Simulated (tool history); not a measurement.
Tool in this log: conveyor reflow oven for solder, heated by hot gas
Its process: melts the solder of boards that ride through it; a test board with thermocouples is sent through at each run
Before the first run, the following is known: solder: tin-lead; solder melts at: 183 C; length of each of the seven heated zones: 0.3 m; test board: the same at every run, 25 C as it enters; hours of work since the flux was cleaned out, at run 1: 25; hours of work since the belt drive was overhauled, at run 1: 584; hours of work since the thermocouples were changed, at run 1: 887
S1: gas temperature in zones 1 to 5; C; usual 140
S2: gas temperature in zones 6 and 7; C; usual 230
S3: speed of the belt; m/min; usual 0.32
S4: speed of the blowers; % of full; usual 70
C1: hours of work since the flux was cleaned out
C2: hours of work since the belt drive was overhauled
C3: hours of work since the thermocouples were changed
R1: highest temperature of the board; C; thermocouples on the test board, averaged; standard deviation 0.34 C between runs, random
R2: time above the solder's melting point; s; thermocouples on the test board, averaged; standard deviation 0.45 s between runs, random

run,hour,S1,S2,S3,S4,C1,C2,C3,R1,R2
1,0,140,230,0.32,70,25,584,887,214.2,83
2,45.6,140,230,0.32,63,57,617,919,211.3,78.6
3,78.3,140,230,0.32,70,80,640,942,213.3,82
4,109.5,140,230,0.32,70,103,662,964,213.6,81.4
5,155.9,140,230,0.32,70,136,695,997,212.7,80.8
6,176.7,140,230,0.32,70,150,710,1012,213.2,81.2
7,223.8,140,230,0.32,61,184,743,1046,209.2,75.6
8,256.1,140,230,0.32,61,207,766,1069,209.2,75.2
9,305.4,154,230,0.32,70,242,801,1104,214.3,91
10,336,154,230,0.32,70,263,823,1125,213.8,90.8
# hour 345.4: flux residue cleaned out of gas plates and filters
# hour 380.7: belt drive overhauled, speed set with a stopwatch
11,394.2,154,230,0.32,70,32,10,1160,215.4,92.1
12,442.7,154,230,0.32,70,66,44,1195,215.7,92
13,488.9,154,230,0.32,70,99,77,1228,215.4,91.9
14,516.6,140,230,0.301,70,119,97,1247,213.4,88
15,549.5,142,230,0.301,70,142,120,1271,214.1,88.3
16,591,134,221,0.305,57,172,149,1300,200.6,58.7
17,611.8,132,224,0.301,57,186,164,1315,202.7,63.4
18,649.8,132,224,0.301,57,213,191,1342,202.5,62.9
19,700.1,140,237,0.31,70,249,227,1378,218,88.2
# hour 731.9: flux residue cleaned out of gas plates and filters
# hour 747.7: thermocouples of zones 6 and 7 changed
20,750.3,146,235,0.344,79,12,258,2,221.5,87.5
21,775,146,235,0.344,79,29,275,19,220.5,87.2
22,795.6,146,235,0.344,79,44,290,34,220.6,86.9
23,841,146,235,0.344,79,76,322,66,220.3,86
24,869.4,146,235,0.344,79,96,342,86,220.6,86.6
25,910,146,235,0.344,79,125,371,115,220.6,85.7
26,944.4,142,225,0.32,70,150,396,140,210.1,78.6
27,972.9,148,220,0.364,70,170,416,160,203.3,61.8
28,1021.2,126,219,0.315,55,204,450,194,196.2,44.3
29,1056.7,126,219,0.295,55,229,475,220,198.2,53.4
30,1080.2,126,219,0.295,55,246,492,236,197.8,52.6

Subtracting, for every run, the result it would have given without the tool's unlogged condition from the measured result gives the following. The same run-to-run variation enters both numbers; the gauge's scatter may not:
Hidden state at play: heat that the gas passes to the board, % of a clean oven's; belt's true speed, % of the reading; true gas temperature in zones 6 and 7 over the reading, C; drift of the gauge itself on peak_c, C; drift of the gauge itself on liquid_s, %.
run,R1,R2
1,-1.7,-1.3
2,-2,-2
3,-2.4,-2.2
4,-2.6,-2.5
5,-3,-3
6,-3.1,-3.4
7,-3.3,-4.3
8,-3.6,-4.6
9,-3.8,-3.6
10,-4,-3.8
11,-2.5,-2.6
12,-2.9,-3
13,-3.1,-3.4
14,-3.5,-4.4
15,-3.8,-4.7
16,-3.9,-8.2
17,-4.1,-8.1
18,-4.4,-8.9
19,-5.3,-5.8
20,-0.3,+0
21,-0.5,-0.2
22,-0.7,-0.4
23,-1.2,-0.8
24,-1.4,-1.1
25,-1.7,-1.4
26,-1.8,-2.7
27,-2.1,-3.7
28,-2.4,-5.7
29,-2.5,-6.2
30,-2.7,-6.7
